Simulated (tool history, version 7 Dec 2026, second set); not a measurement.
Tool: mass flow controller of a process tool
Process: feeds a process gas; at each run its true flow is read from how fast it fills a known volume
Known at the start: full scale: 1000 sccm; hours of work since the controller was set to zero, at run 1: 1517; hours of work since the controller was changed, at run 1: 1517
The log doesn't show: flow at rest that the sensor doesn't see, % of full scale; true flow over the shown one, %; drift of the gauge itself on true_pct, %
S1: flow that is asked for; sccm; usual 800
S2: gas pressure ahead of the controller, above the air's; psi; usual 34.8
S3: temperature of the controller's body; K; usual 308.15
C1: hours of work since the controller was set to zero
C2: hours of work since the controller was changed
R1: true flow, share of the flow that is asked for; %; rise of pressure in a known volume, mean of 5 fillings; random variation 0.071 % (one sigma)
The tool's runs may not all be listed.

run    hour   S1    S2      S3    C1    C2      R1
  1       0  800  34.8  308.15  1517  1517  100.31
  2    78.5  800  34.8  308.15  1549  1549  100.33
  3   163.4  865  34.8  308.15  1583  1583  100.41
  4   237.8  865  21.2  308.15  1614  1614  101.17
  5   349.3  865  21.2  308.15  1659  1659  101.04
  6   491.7  800  34.8  308.15  1716  1716  100.39
  7   645.9  800  34.8  308.15  1779  1779  100.49
  8   737.8  800  34.8  308.15  1816  1816  100.44
  9   879.3  800  34.8  308.15  1873  1873  100.32
 10     950  800  34.8  308.15  1902  1902  100.28
 11  1113.8  800  34.8  308.15  1968  1968  100.44
 12    1266  800  34.8  295.15  2030  2030   99.29
 13  1333.4  800  34.8  295.15  2057  2057   99.26
 14  1486.3  800  24.2  308.15  2119  2119  101.02
 15  1645.8  800  34.8  308.15  2184  2184  100.24
 16  1799.9  800  40.5  308.15  2246  2246   100.2
 17  1904.5  800  34.8  308.15  2289  2289  100.44
 18  2034.1  800  34.8  308.15  2341  2341  100.44
 19  2107.2  220  21.5  312.15  2371  2371  100.32
 20  2207.3  199    28  296.15  2411  2411   98.61
 21    2321  295    28  303.15  2457  2457   99.53
 22  2399.8  295    28  303.15  2489  2489   99.57
 23  2526.2  267  34.2  302.15  2541  2541   99.01
 24  2664.8  241  26.1  308.15  2597  2597   99.81
 25  2752.6  161  31.3  308.15  2632  2632    98.9
 26  2820.3  190  24.7  294.15  2660  2660    98.5
 27  2895.9  393  24.7  294.15  2690  2690   99.14
 28  3032.4  393  24.7  294.15  2746  2746   99.22
 29  3124.4  393  24.7  294.15  2783  2783    99.2
 30  3255.2  323  24.7  309.15  2836  2836  100.34
 31    3421  800  23.9  294.15  2903  2903   99.91
 32  3556.3  800  21.9  295.15  2958  2958   99.98
 33  3647.6  176  25.4  294.15  2995  2995   98.01
 34    3759  176  25.4  294.15  3040  3040    98.1

4 ways to go on from here, each from the tool as it stands after run 34. What would each give?
  A  3850.5  176  40.5  294.15  3077  3077   ?
  B  3850.5  265  30.3  300.15  3077  3077   ?
  C  3850.5  144  21.9  294.15  3077  3077   ?
  D  3850.5  379  32.1  298.15  3077  3077   ?

run     R1
  A  97.47
  B  98.92
  C  97.78
  D  99.21
Without the tool's hidden state the same runs would have given:
run     R1
  A  98.79
  B  99.64
  C  99.49
  D  99.57

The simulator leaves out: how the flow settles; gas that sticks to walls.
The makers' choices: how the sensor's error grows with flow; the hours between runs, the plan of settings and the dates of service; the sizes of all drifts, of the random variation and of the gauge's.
